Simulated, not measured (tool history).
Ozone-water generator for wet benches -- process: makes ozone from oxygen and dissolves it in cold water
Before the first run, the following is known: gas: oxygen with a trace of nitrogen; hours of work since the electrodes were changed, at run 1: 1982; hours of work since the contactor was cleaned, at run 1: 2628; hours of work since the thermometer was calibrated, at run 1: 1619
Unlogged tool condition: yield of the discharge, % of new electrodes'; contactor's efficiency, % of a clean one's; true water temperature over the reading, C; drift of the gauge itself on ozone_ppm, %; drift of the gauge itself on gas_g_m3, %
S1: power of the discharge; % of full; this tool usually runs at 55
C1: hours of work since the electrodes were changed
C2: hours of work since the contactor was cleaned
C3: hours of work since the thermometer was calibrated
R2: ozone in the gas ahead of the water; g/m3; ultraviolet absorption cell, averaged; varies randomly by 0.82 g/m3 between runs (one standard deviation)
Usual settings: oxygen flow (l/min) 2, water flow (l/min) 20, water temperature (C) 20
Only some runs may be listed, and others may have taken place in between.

run 1 day=0 | S1=55 oxygen_flow_(l/min)=2 water_flow_(l/min)=20 water_temperature_(C)=20 | C1=1982 C2=2628 C3=1619 | dissolved_ozone_(ppm)=7.9 R2=125.4
run 2 day=1.967 | S1=55 oxygen_flow_(l/min)=2 water_flow_(l/min)=20 water_temperature_(C)=20 | C1=2021 C2=2667 C3=1658 | dissolved_ozone_(ppm)=7.87 R2=125.5
run 3 day=4.246 | S1=55 oxygen_flow_(l/min)=2 water_flow_(l/min)=20 water_temperature_(C)=20 | C1=2066 C2=2712 C3=1703 | dissolved_ozone_(ppm)=7.86 R2=127.5
run 4 day=6.183 | S1=49 oxygen_flow_(l/min)=2 water_flow_(l/min)=20 water_temperature_(C)=20 | C1=2104 C2=2750 C3=1741 | dissolved_ozone_(ppm)=7.29 R2=116
run 5 day=7.45 | S1=49 oxygen_flow_(l/min)=2 water_flow_(l/min)=20 water_temperature_(C)=20 | C1=2129 C2=2775 C3=1766 | dissolved_ozone_(ppm)=7.19 R2=116.4
run 6 day=10.325 | S1=49 oxygen_flow_(l/min)=2 water_flow_(l/min)=20 water_temperature_(C)=20 | C1=2186 C2=2832 C3=1823 | dissolved_ozone_(ppm)=7.31 R2=115.6
run 7 day=11.754 | S1=49 oxygen_flow_(l/min)=2 water_flow_(l/min)=20 water_temperature_(C)=20 | C1=2214 C2=2860 C3=1851 | dissolved_ozone_(ppm)=7.27 R2=114.9
run 8 day=13.079 | S1=49 oxygen_flow_(l/min)=2 water_flow_(l/min)=20 water_temperature_(C)=20 | C1=2240 C2=2886 C3=1877 | dissolved_ozone_(ppm)=7.33 R2=115.7
run 9 day=16.183 | S1=55 oxygen_flow_(l/min)=2 water_flow_(l/min)=19 water_temperature_(C)=20 | C1=2301 C2=2947 C3=1938 | dissolved_ozone_(ppm)=8.33 R2=126.5
run 10 day=19.075 | S1=86 oxygen_flow_(l/min)=2 water_flow_(l/min)=20 water_temperature_(C)=20 | C1=2358 C2=3004 C3=1995 | dissolved_ozone_(ppm)=10.92 R2=175.2
run 11 day=21.679 | S1=86 oxygen_flow_(l/min)=2 water_flow_(l/min)=20 water_temperature_(C)=20 | C1=2409 C2=3056 C3=2047 | dissolved_ozone_(ppm)=10.75 R2=174
run 12 day=24.767 | S1=55 oxygen_flow_(l/min)=2 water_flow_(l/min)=20 water_temperature_(C)=20 | C1=2470 C2=3117 C3=2107 | dissolved_ozone_(ppm)=7.79 R2=125.9
run 13 day=27.25 | S1=55 oxygen_flow_(l/min)=2 water_flow_(l/min)=20 water_temperature_(C)=20 | C1=2519 C2=3166 C3=2156 | dissolved_ozone_(ppm)=7.88 R2=125.6
run 14 day=29.012 | S1=55 oxygen_flow_(l/min)=2 water_flow_(l/min)=20 water_temperature_(C)=20 | C1=2554 C2=3200 C3=2191 | dissolved_ozone_(ppm)=7.76 R2=126.2
run 15 day=30.517 | S1=55 oxygen_flow_(l/min)=2 water_flow_(l/min)=20 water_temperature_(C)=20 | C1=2584 C2=3230 C3=2221 | dissolved_ozone_(ppm)=7.74 R2=126
run 16 day=32.208 | S1=55 oxygen_flow_(l/min)=2 water_flow_(l/min)=20 water_temperature_(C)=20 | C1=2617 C2=3263 C3=2254 | dissolved_ozone_(ppm)=7.84 R2=125.9
run 17 day=34.254 | S1=55 oxygen_flow_(l/min)=2 water_flow_(l/min)=20 water_temperature_(C)=20 | C1=2657 C2=3304 C3=2294 | dissolved_ozone_(ppm)=7.84 R2=126.4
run 18 day=35.921 | S1=55 oxygen_flow_(l/min)=2.38 water_flow_(l/min)=25 water_temperature_(C)=20 | C1=2690 C2=3337 C3=2327 | dissolved_ozone_(ppm)=6.71 R2=117.2
run 19 day=38.704 | S1=55 oxygen_flow_(l/min)=1.39 water_flow_(l/min)=22 water_temperature_(C)=13 | C1=2745 C2=3391 C3=2382 | dissolved_ozone_(ppm)=6.31 R2=141.7
run 20 day=40.879 | S1=63 oxygen_flow_(l/min)=1.39 water_flow_(l/min)=22 water_temperature_(C)=18 | C1=2788 C2=3434 C3=2425 | dissolved_ozone_(ppm)=6.72 R2=157.8
run 21 day=42.883 | S1=63 oxygen_flow_(l/min)=1.39 water_flow_(l/min)=22 water_temperature_(C)=18 | C1=2827 C2=3474 C3=2464 | dissolved_ozone_(ppm)=6.78 R2=158.5
run 22 day=44.358 | S1=63 oxygen_flow_(l/min)=1.39 water_flow_(l/min)=22 water_temperature_(C)=18 | C1=2856 C2=3503 C3=2494 | dissolved_ozone_(ppm)=6.79 R2=158.4
run 23 day=45.796 | S1=75 oxygen_flow_(l/min)=2 water_flow_(l/min)=20 water_temperature_(C)=17 | C1=2885 C2=3531 C3=2522 | dissolved_ozone_(ppm)=10.15 R2=156
run 24 day=47.85 | S1=55 oxygen_flow_(l/min)=2 water_flow_(l/min)=24 water_temperature_(C)=20 | C1=2925 C2=3572 C3=2562 | dissolved_ozone_(ppm)=6.5 R2=125.6
run 25 day=49.571 | S1=55 oxygen_flow_(l/min)=2 water_flow_(l/min)=26 water_temperature_(C)=18 | C1=2959 C2=3606 C3=2596 | dissolved_ozone_(ppm)=6.06 R2=125.8
run 26 day=52.433 | S1=55 oxygen_flow_(l/min)=3.4 water_flow_(l/min)=20 water_temperature_(C)=18 | C1=3016 C2=3662 C3=2653 | dissolved_ozone_(ppm)=9.41 R2=104
run 27 day=53.883 | S1=93 oxygen_flow_(l/min)=2 water_flow_(l/min)=28 water_temperature_(C)=20 | C1=3044 C2=3691 C3=2681 | dissolved_ozone_(ppm)=8.1 R2=184.3
run 28 day=55.838 | S1=55 oxygen_flow_(l/min)=2 water_flow_(l/min)=19 water_temperature_(C)=20 | C1=3083 C2=3729 C3=2720 | dissolved_ozone_(ppm)=8.07 R2=124.2
run 29 day=58.404 | S1=55 oxygen_flow_(l/min)=2 water_flow_(l/min)=19 water_temperature_(C)=20 | C1=3133 C2=3780 C3=2770 | dissolved_ozone_(ppm)=8.13 R2=123.8
run 30 day=59.783 | S1=55 oxygen_flow_(l/min)=1.9 water_flow_(l/min)=18 water_temperature_(C)=20 | C1=3161 C2=3807 C3=2798 | dissolved_ozone_(ppm)=8.26 R2=126.8
run 31 day=62.454 | S1=71 oxygen_flow_(l/min)=1.27 water_flow_(l/min)=14 water_temperature_(C)=24 | C1=3213 C2=3860 C3=2850 | dissolved_ozone_(ppm)=10.58 R2=175.6
run 32 day=65.062 | S1=49 oxygen_flow_(l/min)=1.05 water_flow_(l/min)=13 water_temperature_(C)=19 | C1=3265 C2=3911 C3=2902 | dissolved_ozone_(ppm)=8.36 R2=146.1
run 33 day=67.5 | S1=49 oxygen_flow_(l/min)=1.05 water_flow_(l/min)=13 water_temperature_(C)=19 | C1=3313 C2=3959 C3=2950 | dissolved_ozone_(ppm)=8.27 R2=144.8
run 34 day=69.075 | S1=53 oxygen_flow_(l/min)=2.16 water_flow_(l/min)=20 water_temperature_(C)=19 | C1=3344 C2=3990 C3=2981 | dissolved_ozone_(ppm)=7.86 R2=118.7

Selected run-to-run steps in dissolved ozone (ppm), each split into two signed amounts: the part the tool would show with no hidden state at all (from settings, incoming material and random variation), and the remainder, which goes to the hidden state together with any gauge scatter not common to the measured and the hidden-state-free results:
Run 9 -> 10: S1 55 -> 86, water flow (l/min) 19 -> 20. dissolved ozone (ppm) +2.59: hidden state -0.23, all else +2.82.
Run 11 -> 12: S1 86 -> 55. dissolved ozone (ppm) -2.96: hidden state +0.23, all else -3.19.
Run 22 -> 23: S1 63 -> 75, oxygen flow (l/min) 1.39 -> 2, water flow (l/min) 22 -> 20, water temperature (C) 18 -> 17. dissolved ozone (ppm) +3.36: hidden state -0.23, all else +3.59.
Run 23 -> 24: S1 75 -> 55, water flow (l/min) 20 -> 24, water temperature (C) 17 -> 20. dissolved ozone (ppm) -3.65: hidden state +0.25, all else -3.9.
Run 25 -> 26: oxygen flow (l/min) 2 -> 3.4, water flow (l/min) 26 -> 20. dissolved ozone (ppm) +3.35: hidden state -0.18, all else +3.53.
